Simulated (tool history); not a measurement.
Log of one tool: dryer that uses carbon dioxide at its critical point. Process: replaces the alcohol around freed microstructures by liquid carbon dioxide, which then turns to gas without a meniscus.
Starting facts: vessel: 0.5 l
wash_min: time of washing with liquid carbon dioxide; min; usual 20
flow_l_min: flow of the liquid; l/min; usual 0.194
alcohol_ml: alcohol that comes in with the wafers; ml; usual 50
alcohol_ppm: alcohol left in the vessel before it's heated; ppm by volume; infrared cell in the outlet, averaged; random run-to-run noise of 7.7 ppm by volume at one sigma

Run 1, hour 0: usual settings. Result: alcohol_ppm 590 ppm by volume.
Run 2, hour 35.2: usual settings. Result: alcohol_ppm 592 ppm by volume.
Run 3, hour 52.1: usual settings. Result: alcohol_ppm 603 ppm by volume.
Run 4, hour 74.8: usual settings but alcohol_ml 74 ml. Result: alcohol_ppm 854 ppm by volume.
Run 5, hour 91.9: usual settings but alcohol_ml 74 ml. Result: alcohol_ppm 884 ppm by volume.
Run 6, hour 117.7: usual settings but alcohol_ml 74 ml. Result: alcohol_ppm 893 ppm by volume.
Run 7, hour 143.2: usual settings. Result: alcohol_ppm 631 ppm by volume.
Run 8, hour 179.9: usual settings but alcohol_ml 66 ml. Result: alcohol_ppm 850 ppm by volume.
Run 9, hour 206.3: usual settings but alcohol_ml 66 ml. Result: alcohol_ppm 838 ppm by volume.
Run 10, hour 223.7: usual settings but alcohol_ml 66 ml. Result: alcohol_ppm 822 ppm by volume.
Run 11, hour 250.1: usual settings but alcohol_ml 66 ml. Result: alcohol_ppm 885 ppm by volume.
Run 12, hour 287.9: usual settings but alcohol_ml 66 ml. Result: alcohol_ppm 901 ppm by volume.
Run 13, hour 311.8: usual settings but wash_min 23 min, alcohol_ml 98 ml. Result: alcohol_ppm 650 ppm by volume.
Run 14, hour 343.5: usual settings but alcohol_ml 69 ml. Result: alcohol_ppm 971 ppm by volume.
Run 15, hour 371.1: usual settings but alcohol_ml 69 ml. Result: alcohol_ppm 982 ppm by volume.
Run 16, hour 404.8: usual settings but wash_min 24 min, flow_l_min 0.191 l/min, alcohol_ml 75 ml. Result: alcohol_ppm 482 ppm by volume.
At hour 434.3: inlet filter changed.
Run 17, hour 439.8: usual settings but wash_min 24 min, flow_l_min 0.191 l/min, alcohol_ml 75 ml. Result: alcohol_ppm 299 ppm by volume.
Run 18, hour 459.3: usual settings but wash_min 24 min, flow_l_min 0.191 l/min, alcohol_ml 75 ml. Result: alcohol_ppm 297 ppm by volume.
Run 19, hour 481.6: usual settings but wash_min 13 min, flow_l_min 0.191 l/min, alcohol_ml 22 ml. Result: alcohol_ppm 1350 ppm by volume.
Run 20, hour 513.6: usual settings but wash_min 13 min, flow_l_min 0.191 l/min, alcohol_ml 119 ml. Result: alcohol_ppm 6832 ppm by volume.
Run 21, hour 530.2: usual settings but wash_min 15 min, flow_l_min 0.191 l/min, alcohol_ml 104 ml. Result: alcohol_ppm 3714 ppm by volume.
Run 22, hour 564.3: usual settings but wash_min 14 min, flow_l_min 0.176 l/min. Result: alcohol_ppm 3151 ppm by volume.
Run 23, hour 592.4: usual settings but wash_min 14 min, flow_l_min 0.176 l/min. Result: alcohol_ppm 3164 ppm by volume.

4 options for the next run, each taken on its own from the tool as it stands now. Forecast them:
Run A, hour 618.1: usual settings but wash_min 13 min, flow_l_min 0.123 l/min, alcohol_ml 47 ml. Result: alcohol_ppm ?.
Run B, hour 618.1: usual settings but wash_min 21 min, flow_l_min 0.226 l/min, alcohol_ml 89 ml. Result: alcohol_ppm ?.
Run C, hour 618.1: usual settings but wash_min 23 min, flow_l_min 0.185 l/min, alcohol_ml 120 ml. Result: alcohol_ppm ?.
Run D, hour 618.1: usual settings but wash_min 12 min, flow_l_min 0.176 l/min, alcohol_ml 24 ml. Result: alcohol_ppm ?.

run  alcohol_ppm
  A         9532
  B          330
  C          690
  D         2528
With no hidden state in the tool, these same runs would have given:
run  alcohol_ppm
  A         8973
  B          210
  C          525
  D         2283
